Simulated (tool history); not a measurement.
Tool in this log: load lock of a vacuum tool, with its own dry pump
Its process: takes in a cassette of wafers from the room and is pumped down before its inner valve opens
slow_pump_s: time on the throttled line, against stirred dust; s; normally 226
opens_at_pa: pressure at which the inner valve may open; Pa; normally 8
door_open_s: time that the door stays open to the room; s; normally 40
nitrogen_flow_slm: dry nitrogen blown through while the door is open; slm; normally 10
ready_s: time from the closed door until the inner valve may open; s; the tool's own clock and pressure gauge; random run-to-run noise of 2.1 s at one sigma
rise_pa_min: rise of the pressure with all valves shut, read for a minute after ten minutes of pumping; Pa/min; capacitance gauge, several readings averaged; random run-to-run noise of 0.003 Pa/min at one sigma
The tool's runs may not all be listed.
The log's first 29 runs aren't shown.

| run | hour | slow_pump_s | opens_at_pa | door_open_s | nitrogen_flow_slm | hours that the pump has run since its overhaul | times that the door has closed on its seal | incoming humidity of the room's air, % | ready_s | rise_pa_min |
|---|---|---|---|---|---|---|---|---|---|---|
| 30 | 3599.1 | 226 | 6 | 40 | 24 | 6671 | 9674 | 42.7 | 355.7 | 0.164 |
| 31 | 3703.6 | 226 | 6 | 219 | 24 | 6776 | 10160 | 45.1 | 355.2 | 0.209 |
| 32 | 3861.7 | 226 | 6 | 165 | 31 | 6934 | 10895 | 43.5 | 350.7 | 0.208 |
| 33 | 3997.4 | 226 | 9 | 40 | 10 | 7070 | 11525 | 46 | 350.1 | 0.207 |
| 34 | 4136.8 | 226 | 9 | 40 | 10 | 7209 | 12173 | 47.9 | 350.4 | 0.225 |
| 35 | 4260.5 | 270 | 9 | 38 | 36 | 7333 | 12747 | 46.8 | 395 | 0.24 |
| 36 | 4384.1 | 378 | 8 | 61 | 7 | 7456 | 13322 | 44 | 488.3 | 0.271 |
| 37 | 4515.3 | 378 | 8 | 61 | 7 | 7588 | 13932 | 41.2 | 485.7 | 0.284 |

Here are 3 independent what-if runs from the current tool condition. What would each one return?
| A | 4610 | 313 | 8 | 61 | 22 | 7682 | 14372 | 41.2 | ? | ? |
| B | 4610 | 226 | 8 | 40 | 12 | 7682 | 14372 | 47.8 | ? | ? |
| C | 4610 | 226 | 11 | 155 | 24 | 7682 | 14372 | 45.4 | ? | ? |

| run | ready_s | rise_pa_min |
|---|---|---|
| A | 429 | 0.287 |
| B | 353.4 | 0.278 |
| C | 351.6 | 0.318 |
Stripped of hidden state, with their random variation kept, the same runs would have yielded:
| run | ready_s | rise_pa_min |
|---|---|---|
| A | 419.2 | 0.02 |
| B | 343 | 0.014 |
| C | 341.6 | 0.047 |

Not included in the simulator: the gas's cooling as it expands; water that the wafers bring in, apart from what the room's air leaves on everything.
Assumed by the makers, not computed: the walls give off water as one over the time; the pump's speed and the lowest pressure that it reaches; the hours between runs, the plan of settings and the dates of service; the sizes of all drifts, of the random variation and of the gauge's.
